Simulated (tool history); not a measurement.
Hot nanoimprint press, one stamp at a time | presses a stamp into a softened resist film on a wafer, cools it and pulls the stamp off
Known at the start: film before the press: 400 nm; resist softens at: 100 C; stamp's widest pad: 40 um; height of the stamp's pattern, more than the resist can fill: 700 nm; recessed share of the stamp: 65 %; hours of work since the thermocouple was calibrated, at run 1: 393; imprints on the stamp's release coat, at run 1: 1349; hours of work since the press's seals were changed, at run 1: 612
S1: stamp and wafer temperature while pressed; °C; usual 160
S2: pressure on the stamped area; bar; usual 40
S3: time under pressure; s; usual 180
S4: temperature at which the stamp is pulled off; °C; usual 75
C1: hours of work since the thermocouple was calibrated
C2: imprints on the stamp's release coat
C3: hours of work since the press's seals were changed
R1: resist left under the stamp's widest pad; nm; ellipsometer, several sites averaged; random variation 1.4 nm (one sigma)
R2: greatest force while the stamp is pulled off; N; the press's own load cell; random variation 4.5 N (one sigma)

run	hour	S1	S2	S3	S4	C1	C2	C3	R1	R2
1	0	160	40	180	75	393	1349	612	244.6	326
# hour 18.4: stamp cleaned and given a new release coat
2	53.6	160	40	180	75	420	78	639	242.9	230
3	104.6	160	40	145	75	450	192	669	259.9	245
4	143.1	160	40	145	75	472	278	691	259.3	248
5	173.1	160	40	145	75	489	344	708	257.8	252
# hour 206.1: plate thermocouple calibrated
6	214.2	160	40	188	75	5	429	730	232.1	250
7	245.8	160	40	188	75	23	500	749	233.1	251
8	291.6	160	26.4	180	75	49	602	775	279.2	266
9	325.8	160	40	180	75	69	678	795	236.2	263
10	363.3	160	40	180	75	91	762	817	236.1	281
# hour 439: press's hydraulic seals changed and the load cell set to zero
11	442.5	160	40	180	75	132	920	2	237.8	285
12	500.8	160	40	180	75	166	1050	36	234.2	301
13	540.6	160	45.6	180	75	189	1139	59	223.5	306
14	581	164	45.6	180	75	212	1229	82	204.2	311
15	631.1	160	40	111	77	241	1340	111	272.8	304
# hour 656: stamp cleaned and given a new release coat
16	680.5	163	40	209	66	266	54	136	211.6	275
17	746.3	163	40	209	66	304	201	174	211.2	283
18	789.1	163	40	113	66	329	296	199	256	293
19	832.9	163	40	113	66	354	394	224	254.2	303
20	887.4	149	45.2	129	65	385	515	256	323.1	320
21	947	148	40	180	69	420	648	290	322.1	300
22	1018.6	166	46.2	180	61	461	807	331	196.4	372
23	1057.4	158	41.2	129	77	484	894	354	276.6	285
# hour 1099.6: plate thermocouple calibrated
24	1117.6	158	37.7	129	77	10	1021	387	274.8	287
25	1184.3	158	37.7	129	77	49	1170	425	277	305

4 ways to go on from here, each from the tool as it stands after run 25. What would each give?
A	1222.5	150	37.7	231	80	71	1255	447	?	?
B	1222.5	157	37.7	136	63	71	1255	447	?	?
C	1222.5	160	40	142	75	71	1255	447	?	?
D	1222.5	160	49.4	180	75	71	1255	447	?	?

run	R1	R2
A	289.5	272
B	277.9	409
C	251.2	319
D	214.8	311
Without the tool's hidden state the same runs would have given:
run	R1	R2
A	288.8	192
B	277.1	288
C	250.2	226
D	213.5	219

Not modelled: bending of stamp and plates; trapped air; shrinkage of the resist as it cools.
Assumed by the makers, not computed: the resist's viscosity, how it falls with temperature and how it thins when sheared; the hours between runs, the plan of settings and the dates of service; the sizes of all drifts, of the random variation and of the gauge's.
